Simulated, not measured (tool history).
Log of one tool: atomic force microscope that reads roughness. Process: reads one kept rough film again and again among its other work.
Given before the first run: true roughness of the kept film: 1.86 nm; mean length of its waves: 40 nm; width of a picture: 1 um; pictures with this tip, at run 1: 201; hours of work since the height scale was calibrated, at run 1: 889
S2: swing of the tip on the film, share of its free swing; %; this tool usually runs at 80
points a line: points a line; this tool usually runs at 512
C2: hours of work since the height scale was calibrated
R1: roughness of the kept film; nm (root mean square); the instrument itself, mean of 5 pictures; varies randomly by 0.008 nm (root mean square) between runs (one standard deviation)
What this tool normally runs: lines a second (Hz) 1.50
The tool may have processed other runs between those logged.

run 1 hour=0.0 | lines_a_second_(Hz)=1.50 S2=80 points_a_line=512 | pictures_with_this_tip=201 C2=889 | R1=1.658
-- hour=27.8 new tip fitted
run 2 hour=54.2 | lines_a_second_(Hz)=1.50 S2=76 points_a_line=512 | pictures_with_this_tip=47 C2=918 | R1=1.745
run 3 hour=91.5 | lines_a_second_(Hz)=1.50 S2=76 points_a_line=512 | pictures_with_this_tip=113 C2=938 | R1=1.697
run 4 hour=122.7 | lines_a_second_(Hz)=1.50 S2=76 points_a_line=512 | pictures_with_this_tip=169 C2=956 | R1=1.685
-- hour=172.3 new tip fitted
run 5 hour=181.1 | lines_a_second_(Hz)=1.50 S2=76 points_a_line=512 | pictures_with_this_tip=16 C2=987 | R1=1.767
run 6 hour=241.9 | lines_a_second_(Hz)=1.50 S2=80 points_a_line=512 | pictures_with_this_tip=124 C2=1020 | R1=1.683
run 7 hour=271.7 | lines_a_second_(Hz)=1.50 S2=79 points_a_line=512 | pictures_with_this_tip=177 C2=1036 | R1=1.673
-- hour=311.9 new tip fitted
run 8 hour=319.3 | lines_a_second_(Hz)=1.50 S2=80 points_a_line=512 | pictures_with_this_tip=13 C2=1062 | R1=1.748
run 9 hour=375.4 | lines_a_second_(Hz)=1.50 S2=80 points_a_line=512 | pictures_with_this_tip=113 C2=1093 | R1=1.692
run 10 hour=439.3 | lines_a_second_(Hz)=0.75 S2=80 points_a_line=512 | pictures_with_this_tip=227 C2=1128 | R1=1.677
-- hour=454.6 new tip fitted
run 11 hour=476.2 | lines_a_second_(Hz)=0.75 S2=80 points_a_line=512 | pictures_with_this_tip=38 C2=1147 | R1=1.776
run 12 hour=509.2 | lines_a_second_(Hz)=0.75 S2=80 points_a_line=512 | pictures_with_this_tip=97 C2=1165 | R1=1.748
run 13 hour=562.7 | lines_a_second_(Hz)=0.75 S2=80 points_a_line=512 | pictures_with_this_tip=192 C2=1195 | R1=1.696
-- hour=596.5 new tip fitted
run 14 hour=610.2 | lines_a_second_(Hz)=1.50 S2=80 points_a_line=512 | pictures_with_this_tip=25 C2=1220 | R1=1.754
run 15 hour=644.8 | lines_a_second_(Hz)=1.50 S2=80 points_a_line=512 | pictures_with_this_tip=86 C2=1239 | R1=1.719
run 16 hour=678.4 | lines_a_second_(Hz)=1.50 S2=80 points_a_line=512 | pictures_with_this_tip=146 C2=1257 | R1=1.691
-- hour=739.7 new tip fitted
run 17 hour=740.2 | lines_a_second_(Hz)=1.50 S2=80 points_a_line=512 | pictures_with_this_tip=1 C2=1291 | R1=1.754
run 18 hour=806.4 | lines_a_second_(Hz)=1.50 S2=80 points_a_line=512 | pictures_with_this_tip=119 C2=1327 | R1=1.715
run 19 hour=864.8 | lines_a_second_(Hz)=1.50 S2=80 points_a_line=512 | pictures_with_this_tip=223 C2=1359 | R1=1.645
-- hour=883.5 new tip fitted
run 20 hour=927.2 | lines_a_second_(Hz)=1.50 S2=80 points_a_line=512 | pictures_with_this_tip=78 C2=1392 | R1=1.709
run 21 hour=986.9 | lines_a_second_(Hz)=1.50 S2=80 points_a_line=512 | pictures_with_this_tip=184 C2=1425 | R1=1.677
-- hour=1023.7 new tip fitted
run 22 hour=1049.1 | lines_a_second_(Hz)=1.50 S2=80 points_a_line=512 | pictures_with_this_tip=45 C2=1459 | R1=1.740
run 23 hour=1079.1 | lines_a_second_(Hz)=1.50 S2=80 points_a_line=512 | pictures_with_this_tip=99 C2=1475 | R1=1.715
run 24 hour=1141.8 | lines_a_second_(Hz)=1.50 S2=80 points_a_line=512 | pictures_with_this_tip=210 C2=1509 | R1=1.661
-- hour=1167.0 new tip fitted
run 25 hour=1195.4 | lines_a_second_(Hz)=1.50 S2=80 points_a_line=512 | pictures_with_this_tip=51 C2=1538 | R1=1.749
run 26 hour=1250.9 | lines_a_second_(Hz)=1.50 S2=80 points_a_line=711 | pictures_with_this_tip=149 C2=1568 | R1=1.700
run 27 hour=1283.9 | lines_a_second_(Hz)=0.92 S2=76 points_a_line=383 | pictures_with_this_tip=208 C2=1586 | R1=1.700
-- hour=1308.4 new tip fitted
run 28 hour=1349.7 | lines_a_second_(Hz)=0.92 S2=76 points_a_line=383 | pictures_with_this_tip=73 C2=1622 | R1=1.763
run 29 hour=1384.9 | lines_a_second_(Hz)=2.48 S2=55 points_a_line=560 | pictures_with_this_tip=136 C2=1641 | R1=1.752
run 30 hour=1425.9 | lines_a_second_(Hz)=2.48 S2=55 points_a_line=560 | pictures_with_this_tip=209 C2=1663 | R1=1.701
-- hour=1451.7 new tip fitted
-- hour=1475.2 height scale calibrated on a step standard
run 31 hour=1491.3 | lines_a_second_(Hz)=3.00 S2=59 points_a_line=987 | pictures_with_this_tip=69 C2=9 | R1=1.772
run 32 hour=1542.3 | lines_a_second_(Hz)=3.00 S2=59 points_a_line=987 | pictures_with_this_tip=159 C2=37 | R1=1.731
-- hour=1593.3 new tip fitted
run 33 hour=1600.7 | lines_a_second_(Hz)=3.00 S2=89 points_a_line=987 | pictures_with_this_tip=14 C2=68 | R1=1.639
run 34 hour=1658.2 | lines_a_second_(Hz)=3.00 S2=60 points_a_line=263 | pictures_with_this_tip=116 C2=99 | R1=1.735
run 35 hour=1700.7 | lines_a_second_(Hz)=3.00 S2=66 points_a_line=609 | pictures_with_this_tip=192 C2=123 | R1=1.673
-- hour=1735.1 new tip fitted
run 36 hour=1763.4 | lines_a_second_(Hz)=0.62 S2=80 points_a_line=731 | pictures_with_this_tip=50 C2=157 | R1=1.820
run 37 hour=1795.0 | lines_a_second_(Hz)=2.61 S2=80 points_a_line=352 | pictures_with_this_tip=106 C2=174 | R1=1.673
-- hour=1858.9 height scale calibrated on a step standard, once more
run 38 hour=1858.9 | lines_a_second_(Hz)=2.61 S2=80 points_a_line=352 | pictures_with_this_tip=218 C2=0 | R1=1.581
-- hour=1878.2 new tip fitted
run 39 hour=1889.8 | lines_a_second_(Hz)=0.69 S2=60 points_a_line=352 | pictures_with_this_tip=20 C2=17 | R1=1.791
run 40 hour=1928.4 | lines_a_second_(Hz)=0.69 S2=60 points_a_line=352 | pictures_with_this_tip=89 C2=38 | R1=1.749
run 41 hour=1969.9 | lines_a_second_(Hz)=1.50 S2=64 points_a_line=280 | pictures_with_this_tip=163 C2=60 | R1=1.686
-- hour=2022.2 new tip fitted
run 42 hour=2026.7 | lines_a_second_(Hz)=1.50 S2=64 points_a_line=280 | pictures_with_this_tip=8 C2=91 | R1=1.769
run 43 hour=2074.3 | lines_a_second_(Hz)=1.50 S2=67 points_a_line=340 | pictures_with_this_tip=93 C2=117 | R1=1.727
run 44 hour=2114.7 | lines_a_second_(Hz)=1.50 S2=85 points_a_line=512 | pictures_with_this_tip=165 C2=139 | R1=1.653
-- hour=2163.6 new tip fitted
run 45 hour=2170.5 | lines_a_second_(Hz)=1.46 S2=80 points_a_line=634 | pictures_with_this_tip=12 C2=169 | R1=1.741
run 46 hour=2202.0 | lines_a_second_(Hz)=1.46 S2=80 points_a_line=634 | pictures_with_this_tip=68 C2=186 | R1=1.709
run 47 hour=2261.3 | lines_a_second_(Hz)=3.17 S2=72 points_a_line=708 | pictures_with_this_tip=174 C2=219 | R1=1.614
-- hour=2304.1 new tip fitted
run 48 hour=2313.3 | lines_a_second_(Hz)=2.25 S2=61 points_a_line=283 | pictures_with_this_tip=16 C2=247 | R1=1.762
run 49 hour=2369.3 | lines_a_second_(Hz)=0.80 S2=56 points_a_line=386 | pictures_with_this_tip=116 C2=277 | R1=1.748
run 50 hour=2433.9 | lines_a_second_(Hz)=0.80 S2=56 points_a_line=386 | pictures_with_this_tip=231 C2=312 | R1=1.694

5 ways to go on from here, each from the tool as it stands after run 50. What would each give?
-- hour=2446.2 new tip fitted
run A hour=2492.8 | lines_a_second_(Hz)=1.84 S2=85 points_a_line=386 | pictures_with_this_tip=83 C2=344 | R1=?
-- hour=2446.2 new tip fitted
run B hour=2492.8 | lines_a_second_(Hz)=1.72 S2=79 points_a_line=512 | pictures_with_this_tip=83 C2=344 | R1=?
-- hour=2446.2 new tip fitted
run C hour=2492.8 | lines_a_second_(Hz)=2.43 S2=80 points_a_line=819 | pictures_with_this_tip=83 C2=344 | R1=?
-- hour=2446.2 new tip fitted
run D hour=2492.8 | lines_a_second_(Hz)=1.74 S2=80 points_a_line=260 | pictures_with_this_tip=83 C2=344 | R1=?
-- hour=2446.2 new tip fitted
run E hour=2492.8 | lines_a_second_(Hz)=0.80 S2=59 points_a_line=750 | pictures_with_this_tip=83 C2=344 | R1=?

run=A R1=1.680
run=B R1=1.695
run=C R1=1.661
run=D R1=1.687
run=E R1=1.766
With no hidden state in the tool, these same runs would have given:
run=A R1=1.713
run=B R1=1.729
run=C R1=1.695
run=D R1=1.720
run=E R1=1.801
